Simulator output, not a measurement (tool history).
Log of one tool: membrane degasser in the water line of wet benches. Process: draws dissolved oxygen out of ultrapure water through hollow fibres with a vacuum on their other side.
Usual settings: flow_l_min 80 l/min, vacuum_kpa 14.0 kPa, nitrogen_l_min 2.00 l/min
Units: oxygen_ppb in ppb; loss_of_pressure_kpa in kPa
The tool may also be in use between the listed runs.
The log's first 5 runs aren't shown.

run    hour  flow_l_min  vacuum_kpa  nitrogen_l_min  oxygen_ppb  loss_of_pressure_kpa
  6   531.2          80        14.0            5.18       395.5                 51.75
  7   680.6          80        14.0            5.18       396.2                 51.38
  8   843.5          80        31.0            5.18       914.6                 51.88
  9   980.2          80        31.0            5.18       913.1                 51.87
 10  1106.8          80        31.0            5.18       911.8                 51.99
 11  1201.6          80        31.0            5.18       914.8                 52.27
 12  1309.6          80        14.0            2.00       835.8                 51.72
 13  1385.6          80        14.0            2.00       834.4                 52.30
 14  1458.7          80        14.0            2.00       833.9                 52.28
 15  1585.7          80         9.1            2.00       492.3                 52.10
 16  1677.3          80         9.1            2.00       492.0                 52.35
     1710.6  -- vacuum gauge calibrated
 17  1831.8          80         9.1            2.00       475.1                 52.41
 18  1982.9          49        15.2            4.36       314.5                 31.95
 19  2073.2          49        15.2            4.36       314.8                 32.01
 20  2211.4         100        10.2            3.61       437.1                 65.76
 21  2366.6          95        15.2            2.38       909.1                 62.57
 22  2504.1          54        10.5            2.20       385.1                 35.64
 23  2671.7          54        10.5            2.20       387.1                 35.63
 24  2773.8          54        10.5            2.20       386.4                 35.60
     2821.9  -- seals of the vacuum lines changed
 25  2919.8          64        28.8            2.00      1464.1                 42.30
 26  3014.0          87        17.6            1.16      1610.6                 57.40
 27  3115.5         103        28.2            0.84      3209.3                 67.97
 28  3262.6          80        14.0            2.93       617.4                 52.89
 29  3363.8          64        14.0            2.41       596.5                 42.38

Run 30 comes next. What will it give?
 30  3489.2         114        14.0            4.51           ?                     ?

{"run 30": {"oxygen_ppb": 609.6, "loss_of_pressure_kpa": 75.68}}
Without the tool's hidden state the same run would have given oxygen_ppb 600.4 ppb, loss_of_pressure_kpa 73.55 kPa.
